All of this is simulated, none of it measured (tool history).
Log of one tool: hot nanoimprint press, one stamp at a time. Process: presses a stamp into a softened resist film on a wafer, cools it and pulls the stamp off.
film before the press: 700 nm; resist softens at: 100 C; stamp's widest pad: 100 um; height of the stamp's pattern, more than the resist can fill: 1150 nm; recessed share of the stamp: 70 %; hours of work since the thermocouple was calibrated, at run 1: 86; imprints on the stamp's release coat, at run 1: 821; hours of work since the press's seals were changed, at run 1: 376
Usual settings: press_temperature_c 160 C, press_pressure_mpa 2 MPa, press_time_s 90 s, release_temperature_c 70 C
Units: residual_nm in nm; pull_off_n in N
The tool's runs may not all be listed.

run,hour,press_temperature_c,press_pressure_mpa,press_time_s,release_temperature_c,hours of work since the thermocouple was calibrated,imprints on the stamp's release coat,hours of work since the press's seals were changed,residual_nm,pull_off_n
1,0,160,2,90,70,86,821,376,333.2,142
2,11.3,160,2,90,70,93,866,383,332,141
3,19.7,160,2,90,70,98,898,388,331.9,142
4,32.9,160,2,90,70,107,950,396,329.8,146
5,45.2,160,2,90,70,114,998,403,330.8,144
6,58.4,160,2.78,90,70,122,1050,411,284.9,145
7,72.5,160,2.78,90,70,131,1105,420,285,144
8,86.3,160,2.78,90,70,139,1159,429,284.3,147
9,97.1,151,2,90,70,146,1202,435,527.1,149
10,113.2,160,2,90,70,156,1264,445,328.3,150
11,123.7,160,2,90,70,162,1306,452,330.8,149
# hour 137.5: stamp cleaned and given a new release coat
12,144.3,160,2,90,70,171,27,461,327.3,121
13,160.5,160,2,90,70,181,90,471,328.3,125
14,171,160,2,90,70,188,131,477,329.3,123
15,178.6,160,2,90,70,192,161,482,327.9,124
16,190.4,160,2,90,70,200,207,489,327.6,128
17,206.6,168,2.46,119,64,210,270,499,159,144
18,222.5,160,2,102,70,219,333,509,311.7,127
19,234.4,160,2,102,70,227,379,516,312.6,129
20,243.8,164,2,92,70,233,416,522,252.7,134
21,254.5,164,2,92,70,239,458,528,253.5,131
22,267.1,164,2,92,70,247,507,536,251.9,133
23,283.5,164,2,92,70,257,571,546,250.5,134
24,292.1,164,2,105,70,262,605,551,237.4,135
25,309.9,164,2.64,166,70,273,675,562,170.2,136
26,317.2,164,2.64,166,70,278,704,567,170.7,133
27,329.9,160,2.13,90,70,285,753,575,314.6,138
28,337.9,160,2.13,57,67,290,784,580,373.5,148
29,352.6,160,2.13,57,67,299,842,589,370,151

4 ways to go on from here, each from the tool as it stands after run 29. What would each give?
A,366.4,160,1.63,90,55,308,896,597,?,?
B,366.4,156,2,99,74,308,896,597,?,?
C,366.4,160,2,119,70,308,896,597,?,?
D,366.4,160,2,119,70,308,896,597,?,?

run,residual_nm,pull_off_n
A,351.8,185
B,394.4,130
C,291.2,142
D,291.1,142
Without the tool's hidden state the same runs would have given:
run,residual_nm,pull_off_n
A,362.7,160
B,405.9,113
C,300.6,123
D,300.4,123
